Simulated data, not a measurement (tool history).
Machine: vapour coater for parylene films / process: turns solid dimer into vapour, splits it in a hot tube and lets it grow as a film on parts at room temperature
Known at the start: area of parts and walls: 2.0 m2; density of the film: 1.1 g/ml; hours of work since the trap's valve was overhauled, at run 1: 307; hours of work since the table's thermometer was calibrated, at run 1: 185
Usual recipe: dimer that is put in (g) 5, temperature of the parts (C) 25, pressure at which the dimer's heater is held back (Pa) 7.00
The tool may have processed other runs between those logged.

run	hour	dimer that is put in (g)	temperature of the parts (C)	pressure at which the dimer's heater is held back (Pa)	hours of work since the trap's valve was overhauled	hours of work since the table's thermometer was calibrated	thickness of the film (µm)
1	0.0	5	25	7.00	307	185	1.205
2	10.3	5	25	7.00	315	194	1.200
3	27.8	5	25	7.00	331	210	1.192
4	46.9	5	25	7.00	347	226	1.198
5	66.6	5	25	7.00	364	243	1.202
6	75.8	5	25	7.00	372	251	1.198
7	93.6	5	27	7.00	388	267	1.112
8	111.8	5	25	7.00	404	283	1.201
9	121.3	5	25	7.00	412	291	1.206
10	137.6	5	25	7.00	426	305	1.200
11	156.4	5	25	7.00	443	321	1.204
# hour 162.9: trap's valve overhauled
12	173.9	5	25	7.00	10	333	1.204
13	192.8	5	25	7.00	26	349	1.200
14	204.4	5	25	7.00	36	360	1.206
15	223.7	5	25	7.00	53	376	1.204
16	243.1	5	25	7.00	70	393	1.202
17	263.7	5	25	7.00	88	411	1.198
18	278.3	5	25	7.00	100	424	1.203
19	294.6	4	25	7.00	114	438	0.964
20	313.1	5	25	7.00	131	454	1.205
21	321.5	5	25	7.00	138	461	1.198
22	340.3	5	25	7.00	154	478	1.208
23	359.5	5	25	7.00	171	494	1.204
24	374.3	3	37	4.67	184	507	0.505
25	386.1	3	25	11.75	194	517	0.634
26	402.7	2	30	2.39	208	532	0.514
27	413.6	3	20	7.00	218	541	0.872
28	432.4	5	20	7.00	234	558	1.444
29	452.7	5	37	7.03	252	575	0.769
30	472.0	5	37	7.03	269	592	0.763
31	486.1	5	37	7.03	281	604	0.764
32	495.3	6	19	8.74	289	612	1.713
33	510.4	2	25	5.19	302	625	0.515
34	521.9	4	20	7.60	312	636	1.138
35	538.2	2	20	3.70	326	650	0.678
36	556.6	3	24	7.00	342	666	0.744
37	574.8	3	24	2.07	358	682	1.010
38	588.1	6	25	7.00	370	693	1.442
39	597.2	6	27	2.87	377	701	1.663
40	608.8	6	27	2.87	388	711	1.663
41	628.3	6	27	8.03	404	728	1.299
42	639.8	2	18	2.95	414	738	0.768
43	648.3	7	30	9.52	422	745	1.292
44	661.1	4	22	7.00	433	756	1.075
# hour 677.4: trap's valve overhauled
45	684.5	2	25	4.78	6	773	0.526
46	699.4	2	37	4.78	19	786	0.339

What differs in the tool's unlogged condition from the final listed run ahead of each entry between runs to the first listed run following it?
Run 11 -> run 12: trap's valve overhauled (hour 162.9)
  vapour lost through the trap's worn valve, %: 0.2 -> 0
Run 44 -> run 45: trap's valve overhauled (hour 677.4)
  vapour lost through the trap's worn valve, %: 0.2 -> 0

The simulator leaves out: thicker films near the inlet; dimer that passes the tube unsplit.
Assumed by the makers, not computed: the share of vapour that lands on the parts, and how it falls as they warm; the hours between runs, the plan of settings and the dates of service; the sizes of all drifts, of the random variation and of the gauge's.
